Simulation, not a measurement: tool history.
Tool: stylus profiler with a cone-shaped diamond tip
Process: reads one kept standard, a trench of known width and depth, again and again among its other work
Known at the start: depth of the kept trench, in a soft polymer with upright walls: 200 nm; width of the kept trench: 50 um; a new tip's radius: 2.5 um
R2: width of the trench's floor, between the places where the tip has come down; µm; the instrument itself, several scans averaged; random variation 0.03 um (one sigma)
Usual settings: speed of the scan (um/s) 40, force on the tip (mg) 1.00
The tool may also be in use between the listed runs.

{"run": 1, "hour": 0.0, "speed of the scan (um/s)": 40, "force on the tip (mg)": 1.0, "depth of the trench (Å)": 2007.9, "R2": 47.57}
{"run": 2, "hour": 12.3, "speed of the scan (um/s)": 40, "force on the tip (mg)": 1.0, "depth of the trench (Å)": 2009.2, "R2": 47.57}
{"run": 3, "hour": 22.0, "speed of the scan (um/s)": 40, "force on the tip (mg)": 1.0, "depth of the trench (Å)": 2007.9, "R2": 47.55}
{"run": 4, "hour": 29.8, "speed of the scan (um/s)": 40, "force on the tip (mg)": 1.0, "depth of the trench (Å)": 2006.8, "R2": 47.59}
{"run": 5, "hour": 43.0, "speed of the scan (um/s)": 40, "force on the tip (mg)": 1.0, "depth of the trench (Å)": 2007.3, "R2": 47.55}
{"run": 6, "hour": 50.3, "speed of the scan (um/s)": 40, "force on the tip (mg)": 1.0, "depth of the trench (Å)": 2006.0, "R2": 47.55}
{"run": 7, "hour": 63.2, "speed of the scan (um/s)": 67, "force on the tip (mg)": 1.0, "depth of the trench (Å)": 2005.6, "R2": 47.32}
{"run": 8, "hour": 70.0, "speed of the scan (um/s)": 40, "force on the tip (mg)": 1.0, "depth of the trench (Å)": 2006.6, "R2": 47.55}
{"run": 9, "hour": 78.7, "speed of the scan (um/s)": 40, "force on the tip (mg)": 1.0, "depth of the trench (Å)": 2007.8, "R2": 47.51}
{"run": 10, "hour": 89.2, "speed of the scan (um/s)": 40, "force on the tip (mg)": 1.0, "depth of the trench (Å)": 2007.7, "R2": 47.6}
{"run": 11, "hour": 102.3, "speed of the scan (um/s)": 73, "force on the tip (mg)": 1.0, "depth of the trench (Å)": 2007.3, "R2": 47.21}
{"run": 12, "hour": 115.2, "speed of the scan (um/s)": 73, "force on the tip (mg)": 1.0, "depth of the trench (Å)": 2005.6, "R2": 47.21}
{"run": 13, "hour": 126.2, "speed of the scan (um/s)": 40, "force on the tip (mg)": 0.67, "depth of the trench (Å)": 2001.7, "R2": 47.43}
{"run": 14, "hour": 132.9, "speed of the scan (um/s)": 26, "force on the tip (mg)": 1.0, "depth of the trench (Å)": 2004.2, "R2": 47.68}
{"run": 15, "hour": 144.0, "speed of the scan (um/s)": 12, "force on the tip (mg)": 1.0, "depth of the trench (Å)": 2007.4, "R2": 47.85}
{"run": 16, "hour": 151.9, "speed of the scan (um/s)": 12, "force on the tip (mg)": 1.0, "depth of the trench (Å)": 2004.2, "R2": 47.8}
{"run": 17, "hour": 162.7, "speed of the scan (um/s)": 12, "force on the tip (mg)": 1.0, "depth of the trench (Å)": 2008.0, "R2": 47.79}
{"run": 18, "hour": 169.7, "speed of the scan (um/s)": 40, "force on the tip (mg)": 0.36, "depth of the trench (Å)": 2003.3, "R2": 47.25}
{"run": 19, "hour": 181.7, "speed of the scan (um/s)": 32, "force on the tip (mg)": 1.0, "depth of the trench (Å)": 2006.0, "R2": 47.59}
{"run": 20, "hour": 188.2, "speed of the scan (um/s)": 21, "force on the tip (mg)": 1.0, "depth of the trench (Å)": 2006.6, "R2": 47.72}
{"run": 21, "hour": 195.5, "speed of the scan (um/s)": 21, "force on the tip (mg)": 1.6, "depth of the trench (Å)": 2007.2, "R2": 47.75}
{"run": 22, "hour": 210.7, "speed of the scan (um/s)": 40, "force on the tip (mg)": 1.0, "depth of the trench (Å)": 2006.8, "R2": 47.5}
{"run": 23, "hour": 225.8, "speed of the scan (um/s)": 22, "force on the tip (mg)": 1.0, "depth of the trench (Å)": 2005.8, "R2": 47.69}
{"run": 24, "hour": 232.6, "speed of the scan (um/s)": 22, "force on the tip (mg)": 1.0, "depth of the trench (Å)": 2006.6, "R2": 47.69}
{"run": 25, "hour": 246.6, "speed of the scan (um/s)": 22, "force on the tip (mg)": 1.0, "depth of the trench (Å)": 2006.6, "R2": 47.64}
{"run": 26, "hour": 258.4, "speed of the scan (um/s)": 12, "force on the tip (mg)": 0.92, "depth of the trench (Å)": 2006.9, "R2": 47.73}
{"run": 27, "hour": 269.7, "speed of the scan (um/s)": 20, "force on the tip (mg)": 0.5, "depth of the trench (Å)": 2004.2, "R2": 47.57}
{"run": 28, "hour": 276.3, "speed of the scan (um/s)": 35, "force on the tip (mg)": 0.91, "depth of the trench (Å)": 2004.4, "R2": 47.47}
{"run": 29, "hour": 287.5, "speed of the scan (um/s)": 42, "force on the tip (mg)": 1.71, "depth of the trench (Å)": 2008.5, "R2": 47.54}
{"run": 30, "hour": 295.2, "speed of the scan (um/s)": 16, "force on the tip (mg)": 0.45, "depth of the trench (Å)": 2002.9, "R2": 47.62}
{"run": 31, "hour": 303.3, "speed of the scan (um/s)": 16, "force on the tip (mg)": 0.45, "depth of the trench (Å)": 2004.1, "R2": 47.61}
{"run": 32, "hour": 313.0, "speed of the scan (um/s)": 98, "force on the tip (mg)": 0.85, "depth of the trench (Å)": 2005.2, "R2": 46.75}
{"run": 33, "hour": 328.6, "speed of the scan (um/s)": 30, "force on the tip (mg)": 1.26, "depth of the trench (Å)": 2006.1, "R2": 47.6}
{"run": 34, "hour": 337.2, "speed of the scan (um/s)": 13, "force on the tip (mg)": 1.0, "depth of the trench (Å)": 2003.1, "R2": 47.75}
{"run": 35, "hour": 344.2, "speed of the scan (um/s)": 20, "force on the tip (mg)": 1.0, "depth of the trench (Å)": 2004.0, "R2": 47.69}
{"run": 36, "hour": 351.1, "speed of the scan (um/s)": 57, "force on the tip (mg)": 2.26, "depth of the trench (Å)": 2010.9, "R2": 47.47}
{"run": 37, "hour": 360.6, "speed of the scan (um/s)": 57, "force on the tip (mg)": 2.26, "depth of the trench (Å)": 2010.7, "R2": 47.46}
{"run": 38, "hour": 368.6, "speed of the scan (um/s)": 57, "force on the tip (mg)": 2.26, "depth of the trench (Å)": 2010.6, "R2": 47.47}
{"run": 39, "hour": 379.4, "speed of the scan (um/s)": 57, "force on the tip (mg)": 2.26, "depth of the trench (Å)": 2010.1, "R2": 47.45}
{"run": 40, "hour": 389.4, "speed of the scan (um/s)": 19, "force on the tip (mg)": 0.48, "depth of the trench (Å)": 2002.9, "R2": 47.55}
{"run": 41, "hour": 398.4, "speed of the scan (um/s)": 25, "force on the tip (mg)": 0.4, "depth of the trench (Å)": 2001.8, "R2": 47.43}
{"run": 42, "hour": 409.1, "speed of the scan (um/s)": 25, "force on the tip (mg)": 0.4, "depth of the trench (Å)": 2001.2, "R2": 47.38}
{"run": 43, "hour": 417.3, "speed of the scan (um/s)": 25, "force on the tip (mg)": 0.4, "depth of the trench (Å)": 2001.9, "R2": 47.44}
{"run": 44, "hour": 424.0, "speed of the scan (um/s)": 25, "force on the tip (mg)": 0.4, "depth of the trench (Å)": 2001.6, "R2": 47.45}
{"run": 45, "hour": 433.1, "speed of the scan (um/s)": 25, "force on the tip (mg)": 2.94, "depth of the trench (Å)": 2011.6, "R2": 47.75}
{"run": 46, "hour": 446.7, "speed of the scan (um/s)": 123, "force on the tip (mg)": 0.36, "depth of the trench (Å)": 2001.7, "R2": 45.7}

The next listed run, before its measurement:
{"run": 47, "hour": 454.1, "speed of the scan (um/s)": 23, "force on the tip (mg)": 0.35, "depth of the trench (Å)": "?", "R2": "?"}

{"run 47": {"depth of the trench (Å)": 2000.8, "R2": 47.47}}
Without the tool's hidden state the same run would have given depth of the trench (Å) 2002.1, R2 47.70 µm.
